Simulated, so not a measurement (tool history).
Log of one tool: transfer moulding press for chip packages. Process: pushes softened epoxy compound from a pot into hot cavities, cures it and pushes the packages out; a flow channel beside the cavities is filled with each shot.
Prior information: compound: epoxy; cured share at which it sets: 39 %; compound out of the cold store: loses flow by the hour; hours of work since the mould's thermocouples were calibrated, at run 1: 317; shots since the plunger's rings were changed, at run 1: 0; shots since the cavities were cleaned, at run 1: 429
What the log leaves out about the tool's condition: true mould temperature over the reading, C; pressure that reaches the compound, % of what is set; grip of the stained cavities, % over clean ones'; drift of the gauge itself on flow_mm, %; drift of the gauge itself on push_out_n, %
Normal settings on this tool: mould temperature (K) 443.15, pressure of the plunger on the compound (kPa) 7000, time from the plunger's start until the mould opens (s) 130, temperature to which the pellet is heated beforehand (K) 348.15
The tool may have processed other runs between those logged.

run,hour,mould temperature (K),pressure of the plunger on the compound (kPa),time from the plunger's start until the mould opens (s),temperature to which the pellet is heated beforehand (K),hours of work since the mould's thermocouples were calibrated,shots since the plunger's rings were changed,shots since the cavities were cleaned,incoming compound's hours out of the cold store,length that the compound runs in the flow channel (mm),greatest force on the pins that push the packages out (N)
1,0.0,443.15,7000,130,348.15,317,0,429,21.5,807,305
# hour 11.1: cavities cleaned with cleaning compound and waxed
2,36.1,443.15,7000,130,348.15,340,370,267,25.6,797,301
# hour 58.8: cavities cleaned with cleaning compound and waxed
3,97.5,443.15,7000,130,348.15,381,1013,415,24.0,799,298
# hour 109.8: cavities cleaned with cleaning compound and waxed
4,148.1,443.15,7000,130,348.15,415,1539,410,37.6,775,279
# hour 160.8: cavities cleaned with cleaning compound and waxed
# hour 208.8: cavities cleaned with cleaning compound and waxed
5,228.5,443.15,7000,130,348.15,468,2370,211,47.2,756,277
# hour 257.7: cavities cleaned with cleaning compound and waxed
# hour 269.2: plunger's sealing rings changed
6,280.5,443.15,7000,130,348.15,500,121,217,24.0,795,298
# hour 306.6: cavities cleaned with cleaning compound and waxed
7,323.3,443.15,7000,130,342.15,528,564,179,46.1,757,282
# hour 355.5: cavities cleaned with cleaning compound and waxed
8,369.4,443.15,7000,130,342.15,559,1041,148,19.6,809,297
# hour 405.2: cavities cleaned with cleaning compound and waxed
9,418.1,439.15,7000,122,338.15,591,1548,138,33.4,796,429
# hour 452.4: cavities cleaned with cleaning compound and waxed
10,487.0,441.15,7000,130,345.15,637,2271,372,29.2,797,318
# hour 498.8: cavities cleaned with cleaning compound and waxed
# hour 536.5: plunger's sealing rings changed
11,536.5,441.15,8140,130,352.15,668,0,377,47.2,822,337
# hour 549.7: cavities cleaned with cleaning compound and waxed
# hour 598.3: cavities cleaned with cleaning compound and waxed
12,598.3,443.15,8570,130,348.15,708,630,0,18.3,898,286
# hour 645.9: cavities cleaned with cleaning compound and waxed
13,645.9,443.15,7000,111,357.15,740,1125,0,38.5,770,379
# hour 697.3: cavities cleaned with cleaning compound and waxed
14,723.8,440.15,5330,111,354.15,792,1944,283,42.7,675,499
# hour 731.6: mould's thermocouples calibrated
# hour 748.2: cavities cleaned with cleaning compound and waxed
15,778.7,440.15,5330,111,354.15,31,2495,327,32.4,690,498

Here are 4 independent what-if runs from the current tool condition. What would each one return?
# hour 797.1: cavities cleaned with cleaning compound and waxed
# hour 808.6: plunger's sealing rings changed
# hour 847.3: cavities cleaned with cleaning compound and waxed
A,850.4,437.15,7000,130,348.15,76,432,33,22.8,?,?
# hour 797.1: cavities cleaned with cleaning compound and waxed
# hour 808.6: plunger's sealing rings changed
# hour 847.3: cavities cleaned with cleaning compound and waxed
B,850.4,443.15,7000,137,356.15,76,432,33,18.7,?,?
# hour 797.1: cavities cleaned with cleaning compound and waxed
# hour 808.6: plunger's sealing rings changed
# hour 847.3: cavities cleaned with cleaning compound and waxed
C,850.4,443.15,5240,117,348.15,76,432,33,23.2,?,?
# hour 797.1: cavities cleaned with cleaning compound and waxed
# hour 808.6: plunger's sealing rings changed
# hour 847.3: cavities cleaned with cleaning compound and waxed
D,850.4,444.15,5730,130,352.15,76,432,33,20.9,?,?

run,length that the compound runs in the flow channel (mm),greatest force on the pins that push the packages out (N)
A,819,449
B,813,271
C,694,365
D,730,289
What these runs would have given with no unlogged condition in the tool:
run,length that the compound runs in the flow channel (mm),greatest force on the pins that push the packages out (N)
A,819,449
B,813,271
C,694,364
D,730,288
